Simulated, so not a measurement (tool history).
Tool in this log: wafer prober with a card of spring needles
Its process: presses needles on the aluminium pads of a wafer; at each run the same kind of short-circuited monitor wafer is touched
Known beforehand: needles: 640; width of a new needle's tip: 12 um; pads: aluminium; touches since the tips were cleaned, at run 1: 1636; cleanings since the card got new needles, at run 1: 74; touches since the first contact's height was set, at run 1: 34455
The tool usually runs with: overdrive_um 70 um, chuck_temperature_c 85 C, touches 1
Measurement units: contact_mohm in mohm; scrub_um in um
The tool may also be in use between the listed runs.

run	hour	overdrive_um	chuck_temperature_c	touches	touches since the tips were cleaned	cleanings since the card got new needles	touches since the first contact's height was set	contact_mohm	scrub_um
1	0.0	70	85	1	1636	74	34455	185	12.73
# hour 3.6: tips cleaned on abrasive film
2	6.4	70	85	1	1562	75	37945	190	12.79
# hour 10.2: tips cleaned on abrasive film
3	14.2	70	85	1	2200	76	42219	186	12.86
# hour 16.6: tips cleaned on abrasive film
4	21.3	56	85	1	2622	77	46093	189	10.25
# hour 22.9: tips cleaned on abrasive film
# hour 29.0: tips cleaned on abrasive film
5	29.6	80	85	1	299	79	50575	191	14.58
# hour 35.5: tips cleaned on abrasive film
# hour 42.0: tips cleaned on abrasive film
6	42.6	70	85	1	303	81	57689	188	12.67
# hour 48.1: tips cleaned on abrasive film
7	48.9	70	85	1	411	82	61123	185	12.67
# hour 54.1: tips cleaned on abrasive film
# hour 60.2: tips cleaned on abrasive film
8	60.2	70	85	1	0	84	67301	187	12.67
# hour 66.2: tips cleaned on abrasive film
# hour 72.3: tips cleaned on abrasive film
9	72.6	70	85	1	125	86	74047	187	12.66
# hour 78.6: tips cleaned on abrasive film
10	83.4	70	85	1	2668	87	80005	189	12.61
# hour 85.3: tips cleaned on abrasive film
# hour 91.7: tips cleaned on abrasive film
11	94.2	70	85	1	1415	89	85899	188	12.55
# hour 97.7: tips cleaned on abrasive film
# hour 104.1: tips cleaned on abrasive film
12	104.9	70	85	1	429	91	91711	191	12.63
# hour 110.6: tips cleaned on abrasive film
# hour 116.7: tips cleaned on abrasive film
13	116.7	70	85	1	0	93	98127	188	12.56
# hour 122.6: tips cleaned on abrasive film
14	125.7	55	85	1	1709	94	103073	190	9.91
# hour 129.0: tips cleaned on abrasive film
15	133.2	70	87	1	2350	95	107180	190	12.56
# hour 135.5: tips cleaned on abrasive film
16	141.3	70	87	1	3197	96	111619	187	12.56
# hour 142.0: tips cleaned on abrasive film
# hour 148.5: tips cleaned on abrasive film
17	154.0	62	25	2	3039	98	118538	175	11.12
# hour 155.0: tips cleaned on abrasive film
# hour 161.4: tips cleaned on abrasive film
18	163.9	62	25	2	1387	100	123921	175	11.08
# hour 167.3: tips cleaned on abrasive film
19	169.4	70	85	2	1121	101	126918	186	12.54
# hour 173.6: tips cleaned on abrasive film
20	176.3	70	85	2	1522	102	130733	187	12.38
# hour 180.4: tips cleaned on abrasive film
21	185.2	89	85	1	2629	103	135581	186	15.90
# hour 187.2: tips cleaned on abrasive film
# hour 193.1: tips cleaned on abrasive film
22	195.2	89	47	3	1159	105	141005	179	15.86
# hour 199.2: tips cleaned on abrasive film
23	202.1	89	47	3	1624	106	144807	178	15.78
# hour 205.6: tips cleaned on abrasive film
24	210.1	70	34	1	2523	107	149189	177	12.47
# hour 211.7: tips cleaned on abrasive film
# hour 218.0: tips cleaned on abrasive film
25	221.9	70	34	1	2177	109	155608	178	12.40
# hour 224.7: tips cleaned on abrasive film
26	227.7	50	51	1	1654	110	158797	185	8.91
# hour 231.1: tips cleaned on abrasive film
# hour 237.4: tips cleaned on abrasive film
27	239.7	50	51	1	1270	112	165345	185	8.81
# hour 243.3: tips cleaned on abrasive film
# hour 245.2: gauge calibrated
28	246.1	50	51	1	1508	113	168798	186	9.05
# hour 249.6: tips cleaned on abrasive film
# hour 256.0: tips cleaned on abrasive film
29	258.0	50	51	1	1108	115	175321	183	9.09
# hour 262.9: tips cleaned on abrasive film
30	265.4	81	80	2	1381	116	179353	187	14.66
# hour 269.1: tips cleaned on abrasive film
31	272.7	54	41	2	1984	117	183370	180	9.81

What would each run have given without the hidden state, its run-to-run variation left as it was?
The hidden state here: debris on the tips, nm; way that the needles fall short of the set height, um; tips' diameter, um; drift of the gauge itself on contact_mohm, %; drift of the gauge itself on scrub_um, %.
run	scrub_um
1	12.73
2	12.80
3	12.89
4	10.28
5	14.63
6	12.73
7	12.74
8	12.76
9	12.77
10	12.74
11	12.69
12	12.79
13	12.73
14	10.06
15	12.76
16	12.77
17	11.32
18	11.30
19	12.80
20	12.65
21	16.25
22	16.23
23	16.16
24	12.79
25	12.73
26	9.16
27	9.07
28	9.06
29	9.11
30	14.70
31	9.85
contact_mohm: at most 1 mohm away from the measurement, every run.

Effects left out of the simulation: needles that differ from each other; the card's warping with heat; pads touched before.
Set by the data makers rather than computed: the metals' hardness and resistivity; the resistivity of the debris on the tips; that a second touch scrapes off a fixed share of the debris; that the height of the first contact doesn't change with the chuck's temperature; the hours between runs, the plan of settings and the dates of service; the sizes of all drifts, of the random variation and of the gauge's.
